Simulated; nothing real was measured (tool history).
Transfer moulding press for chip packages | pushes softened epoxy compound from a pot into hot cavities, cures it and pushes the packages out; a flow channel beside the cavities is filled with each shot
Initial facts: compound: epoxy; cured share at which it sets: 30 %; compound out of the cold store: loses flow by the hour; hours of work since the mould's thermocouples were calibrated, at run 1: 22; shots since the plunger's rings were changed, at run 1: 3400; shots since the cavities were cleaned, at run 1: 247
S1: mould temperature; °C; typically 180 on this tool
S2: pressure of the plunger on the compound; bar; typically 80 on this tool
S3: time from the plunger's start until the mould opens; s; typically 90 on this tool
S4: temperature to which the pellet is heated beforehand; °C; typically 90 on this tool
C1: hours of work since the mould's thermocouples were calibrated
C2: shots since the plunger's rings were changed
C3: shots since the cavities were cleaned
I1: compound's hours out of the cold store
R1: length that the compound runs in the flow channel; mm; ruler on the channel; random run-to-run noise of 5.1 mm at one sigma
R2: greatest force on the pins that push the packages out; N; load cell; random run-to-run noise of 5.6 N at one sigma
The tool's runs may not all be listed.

| run | hour | S1 | S2 | S3 | S4 | C1 | C2 | C3 | I1 | R1 | R2 |
|---|---|---|---|---|---|---|---|---|---|---|---|
| 1 | 0 | 180 | 80 | 90 | 90 | 22 | 3400 | 247 | 47.6 | 838 | 247 |
| 2 | 5.7 | 180 | 80 | 90 | 90 | 25 | 3467 | 314 | 15.7 | 950 | 264 |
| 3 | 15.4 | 180 | 80 | 90 | 90 | 31 | 3580 | 427 | 42.7 | 849 | 285 |
| 4 | 22.9 | 180 | 80 | 125 | 90 | 35 | 3668 | 515 | 8.3 | 977 | 259 |
| 5 | 31.1 | 180 | 80 | 95 | 90 | 40 | 3764 | 611 | 17.7 | 931 | 296 |
| 6 | 36.8 | 180 | 80 | 90 | 90 | 43 | 3831 | 678 | 29.5 | 896 | 330 |
| 7 | 42.9 | 180 | 80 | 90 | 90 | 46 | 3902 | 749 | 25.5 | 907 | 329 |
| 8 | 49.7 | 180 | 80 | 90 | 90 | 50 | 3983 | 830 | 36 | 865 | 336 |
| 9 | 60 | 180 | 80 | 90 | 81 | 56 | 4102 | 949 | 21.8 | 928 | 348 |
| 10 | 67.6 | 180 | 99.3 | 90 | 90 | 60 | 4192 | 1039 | 34.3 | 979 | 358 |
|  | 75.3 | cavities cleaned with cleaning compound and waxed |
| 11 | 78.9 | 180 | 99.3 | 90 | 90 | 66 | 4307 | 43 | 29.9 | 998 | 204 |
| 12 | 86.9 | 180 | 99.3 | 90 | 90 | 71 | 4401 | 137 | 12.4 | 1066 | 221 |
| 13 | 97.3 | 180 | 80 | 90 | 90 | 76 | 4523 | 259 | 39.8 | 861 | 257 |
| 14 | 102.8 | 174 | 80 | 90 | 90 | 80 | 4587 | 323 | 17.1 | 955 | 351 |
| 15 | 111.6 | 180 | 72.4 | 120 | 97 | 85 | 4690 | 426 | 47.2 | 784 | 256 |
| 16 | 119 | 180 | 72.4 | 120 | 97 | 89 | 4777 | 513 | 16.7 | 886 | 269 |
| 17 | 125.7 | 180 | 67 | 120 | 97 | 93 | 4855 | 591 | 25.1 | 817 | 262 |
| 18 | 134.8 | 180 | 80 | 90 | 89 | 98 | 4961 | 697 | 14 | 944 | 326 |
| 19 | 141.2 | 180 | 80 | 90 | 89 | 101 | 5036 | 772 | 19.5 | 911 | 333 |
| 20 | 145.6 | 180 | 80 | 90 | 100 | 104 | 5089 | 825 | 13.4 | 944 | 341 |
| 21 | 153.4 | 180 | 95.4 | 96 | 100 | 108 | 5180 | 916 | 44.3 | 904 | 325 |
| 22 | 161.8 | 174 | 77.1 | 93 | 96 | 113 | 5278 | 1014 | 19.5 | 910 | 423 |
| 23 | 166.7 | 174 | 77.1 | 93 | 96 | 116 | 5336 | 1072 | 10.8 | 956 | 435 |
|  | 171.5 | cavities cleaned with cleaning compound and waxed |
| 24 | 178.6 | 174 | 77.1 | 93 | 96 | 122 | 5457 | 83 | 42.9 | 839 | 240 |
| 25 | 183.1 | 174 | 78.2 | 93 | 92 | 124 | 5509 | 135 | 29.4 | 879 | 274 |

Expected results for the next run?
| 26 | 188.4 | 177 | 99 | 93 | 92 | 128 | 5572 | 198 | 44.1 | ? | ? |

R1: 926 mm
R2: 253 N
Minus the tool's unlogged condition, the same run would have read R1 984 mm, R2 207 N.
